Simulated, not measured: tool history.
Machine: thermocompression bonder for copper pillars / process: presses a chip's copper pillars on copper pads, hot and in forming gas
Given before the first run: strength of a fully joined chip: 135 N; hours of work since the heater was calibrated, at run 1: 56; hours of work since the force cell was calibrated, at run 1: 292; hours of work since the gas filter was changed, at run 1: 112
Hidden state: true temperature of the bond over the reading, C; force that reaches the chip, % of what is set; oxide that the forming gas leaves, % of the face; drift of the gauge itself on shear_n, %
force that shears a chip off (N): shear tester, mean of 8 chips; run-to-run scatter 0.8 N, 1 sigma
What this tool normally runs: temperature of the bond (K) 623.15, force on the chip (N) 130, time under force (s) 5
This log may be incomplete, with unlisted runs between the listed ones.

run,hour,temperature of the bond (K),force on the chip (N),time under force (s),hours of work since the heater was calibrated,hours of work since the force cell was calibrated,hours of work since the gas filter was changed,force that shears a chip off (N)
1,0.0,623.15,130,5,56,292,112,58.6
2,15.1,623.15,130,5,67,302,122,57.6
3,24.4,623.15,130,5,73,309,129,58.9
4,40.0,607.15,130,5,84,319,139,51.1
5,61.9,623.15,130,5,99,334,154,57.4
6,77.0,623.15,130,9,109,345,165,70.3
# hour 80.0: heater calibrated with a thermocouple chip
7,98.5,623.15,130,5,13,358,178,56.7
8,118.1,623.15,192,5,26,371,192,72.3
# hour 121.6: heater calibrated with a thermocouple chip, once more
9,130.2,623.15,130,5,6,378,199,55.6
10,145.6,617.15,88,14,16,389,209,58.1
11,165.7,637.15,111,8,30,403,223,65.9
12,175.5,596.15,144,4,37,409,230,44.5
13,188.0,596.15,144,4,46,418,238,43.7
14,201.8,623.15,153,6,55,427,248,65.8
15,215.8,623.15,153,6,65,437,257,65.4
16,230.6,622.15,130,13,75,447,267,73.3
17,250.5,617.15,192,11,88,461,281,86.2

Each row is a separate what-if for the run after 17, all from the same tool condition, not one after another. Results?
A,268.3,642.15,176,5,100,473,293,?
B,268.3,617.15,127,5,100,473,293,?
C,268.3,610.15,130,9,100,473,293,?
D,268.3,633.15,130,5,100,473,293,?
E,268.3,627.15,139,4,100,473,293,?

run,force that shears a chip off (N)
A,74.2
B,49.7
C,60.6
D,56.2
E,54.0
With no hidden state in the tool, these same runs would have given:
run,force that shears a chip off (N)
A,86.5
B,58.7
C,71.2
D,66.1
E,63.5
